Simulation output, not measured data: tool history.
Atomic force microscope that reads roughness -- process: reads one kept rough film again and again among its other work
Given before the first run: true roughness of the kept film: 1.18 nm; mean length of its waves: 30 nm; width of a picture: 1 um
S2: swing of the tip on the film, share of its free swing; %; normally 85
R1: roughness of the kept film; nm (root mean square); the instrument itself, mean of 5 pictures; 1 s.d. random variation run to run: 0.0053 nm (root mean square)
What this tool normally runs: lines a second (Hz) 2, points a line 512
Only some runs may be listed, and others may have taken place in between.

Run 1, hour 0: usual settings. Result: R1 1.013 nm (root mean square).
Run 2, hour 9: usual settings. Result: R1 1.002 nm (root mean square).
Run 3, hour 16: usual settings. Result: R1 0.992 nm (root mean square).
At hour 17.3: new tip fitted.
Run 4, hour 21.1: usual settings. Result: R1 1.024 nm (root mean square).
Run 5, hour 29.7: usual settings. Result: R1 1.017 nm (root mean square).
Run 6, hour 36.6: usual settings. Result: R1 1.011 nm (root mean square).
Run 7, hour 42.5: usual settings. Result: R1 1.004 nm (root mean square).
At hour 48.8: new tip fitted.
Run 8, hour 52.8: usual settings but S2 75 %. Result: R1 1.071 nm (root mean square).
Run 9, hour 59.7: usual settings but S2 75 %. Result: R1 1.061 nm (root mean square).
Run 10, hour 69: usual settings but S2 75 %. Result: R1 1.052 nm (root mean square).
At hour 79.8: new tip fitted.
Run 11, hour 79.8: usual settings but S2 75 %. Result: R1 1.061 nm (root mean square).
Run 12, hour 84.5: usual settings but S2 63 %. Result: R1 1.095 nm (root mean square).
Run 13, hour 93.9: usual settings. Result: R1 1.009 nm (root mean square).
Run 14, hour 104.6: usual settings. Result: R1 1.002 nm (root mean square).
At hour 111.3: new tip fitted.
Run 15, hour 111.8: usual settings. Result: R1 1.033 nm (root mean square).
Run 16, hour 122.5: usual settings. Result: R1 1.012 nm (root mean square).
Run 17, hour 132.2: usual settings. Result: R1 1.015 nm (root mean square).
Run 18, hour 138.7: usual settings. Result: R1 0.999 nm (root mean square).
At hour 142.5: new tip fitted.
Run 19, hour 150: usual settings. Result: R1 1.021 nm (root mean square).
At hour 151.8: height scale calibrated on a step standard.
Run 20, hour 159.4: usual settings. Result: R1 1.024 nm (root mean square).
At hour 169.1: height scale calibrated on a step standard, once more.
Run 21, hour 170.3: usual settings. Result: R1 1 nm (root mean square).
At hour 176.1: new tip fitted.
Run 22, hour 178: usual settings but S2 88 %. Result: R1 1.015 nm (root mean square).
Run 23, hour 188.4: usual settings but S2 65 %. Result: R1 1.083 nm (root mean square).
Run 24, hour 193.8: usual settings but S2 65 %. Result: R1 1.077 nm (root mean square).
Run 25, hour 198.5: usual settings but lines a second (Hz) 1.67. Result: R1 1.02 nm (root mean square).
At hour 207.4: new tip fitted.
Run 26, hour 208.1: usual settings but lines a second (Hz) 1.19, S2 80 %. Result: R1 1.092 nm (root mean square).
Run 27, hour 219.3: usual settings but lines a second (Hz) 1.19, S2 80 %. Result: R1 1.077 nm (root mean square).
Run 28, hour 226.5: usual settings but lines a second (Hz) 1.65, S2 73 %, points a line 387. Result: R1 1.064 nm (root mean square).
Run 29, hour 233.6: usual settings but lines a second (Hz) 0.64, S2 73 %, points a line 387. Result: R1 1.099 nm (root mean square).
At hour 238.5: new tip fitted.
Run 30, hour 245: usual settings but lines a second (Hz) 2.04, S2 73 %, points a line 387. Result: R1 1.068 nm (root mean square).
Run 31, hour 253.4: usual settings but lines a second (Hz) 0.71, S2 71 %, points a line 454. Result: R1 1.099 nm (root mean square).
Run 32, hour 258.2: usual settings but lines a second (Hz) 1.66, S2 71 %, points a line 890. Result: R1 1.085 nm (root mean square).
At hour 269.4: new tip fitted.
Run 33, hour 269.4: usual settings but lines a second (Hz) 1.59, S2 71 %, points a line 890. Result: R1 1.099 nm (root mean square).
Run 34, hour 276.6: usual settings but lines a second (Hz) 1.59, S2 77 %, points a line 948. Result: R1 1.084 nm (root mean square).
Run 35, hour 282.5: usual settings but lines a second (Hz) 1.59, S2 77 %, points a line 948. Result: R1 1.072 nm (root mean square).
Run 36, hour 289.4: usual settings but S2 74 %. Result: R1 1.048 nm (root mean square).
Run 37, hour 299.5: usual settings but S2 64 %, points a line 573. Result: R1 1.085 nm (root mean square).
At hour 300.6: new tip fitted.
Run 38, hour 305.9: usual settings but S2 64 %, points a line 573. Result: R1 1.099 nm (root mean square).
Run 39, hour 313.9: usual settings but lines a second (Hz) 1.22, S2 77 %, points a line 320. Result: R1 1.071 nm (root mean square).
Run 40, hour 324.6: usual settings but lines a second (Hz) 0.82, S2 87 %, points a line 734. Result: R1 1.066 nm (root mean square).
Run 41, hour 330.6: usual settings but lines a second (Hz) 0.82, S2 87 %, points a line 734. Result: R1 1.067 nm (root mean square).
At hour 331.7: new tip fitted.
Run 42, hour 336: usual settings but lines a second (Hz) 2.88, S2 78 %, points a line 593. Result: R1 1.023 nm (root mean square).
Run 43, hour 346.5: usual settings but lines a second (Hz) 2.88, S2 78 %, points a line 593. Result: R1 1.011 nm (root mean square).
Run 44, hour 354.3: usual settings but lines a second (Hz) 2.88, S2 78 %, points a line 593. Result: R1 1.008 nm (root mean square).
Run 45, hour 361.4: usual settings but lines a second (Hz) 2.88, S2 78 %, points a line 368. Result: R1 1.001 nm (root mean square).
At hour 362.5: new tip fitted.
Run 46, hour 368.1: usual settings but lines a second (Hz) 2.88, S2 78 %, points a line 368. Result: R1 1.019 nm (root mean square).
Run 47, hour 375.7: usual settings but lines a second (Hz) 0.92, S2 84 %, points a line 358. Result: R1 1.073 nm (root mean square).
Run 48, hour 384.6: usual settings but lines a second (Hz) 1.97, S2 88 %, points a line 274. Result: R1 0.982 nm (root mean square).
At hour 393.6: new tip fitted.
Run 49, hour 396.3: usual settings but points a line 578. Result: R1 1.042 nm (root mean square).
Run 50, hour 403.8: usual settings but points a line 372. Result: R1 1.014 nm (root mean square).

Measured less the same run without the tool's hidden state. The same run-to-run variation is in both; the gauge's scatter may not be:
Hidden conditions of the tool in this case: radius of the tip, nm; height scale over the true one, %; drift of the gauge itself on roughness_nm, %.
run      R1
  1  -0.014
  2  -0.023
  3  -0.028
  4  -0.006
  5  -0.014
  6  -0.022
  7  -0.027
  8  -0.005
  9  -0.012
 10  -0.022
 11  -0.003
 12  -0.008
 13  -0.017
 14  -0.028
 15  -0.001
 16  -0.012
 17  -0.022
 18  -0.029
 19  -0.006
 20  -0.013
 21  -0.025
 22  -0.003
 23  -0.014
 24   -0.02
 25  -0.024
 26  -0.002
 27  -0.014
 28  -0.021
 29   -0.03
 30  -0.008
 31  -0.018
 32  -0.022
 33      +0
 34  -0.008
 35  -0.016
 36  -0.022
 37  -0.035
 38  -0.005
 39  -0.014
 40  -0.024
 41  -0.031
 42  -0.003
 43  -0.013
 44  -0.021
 45  -0.027
 46  -0.003
 47  -0.013
 48  -0.021
 49  -0.001
 50  -0.009
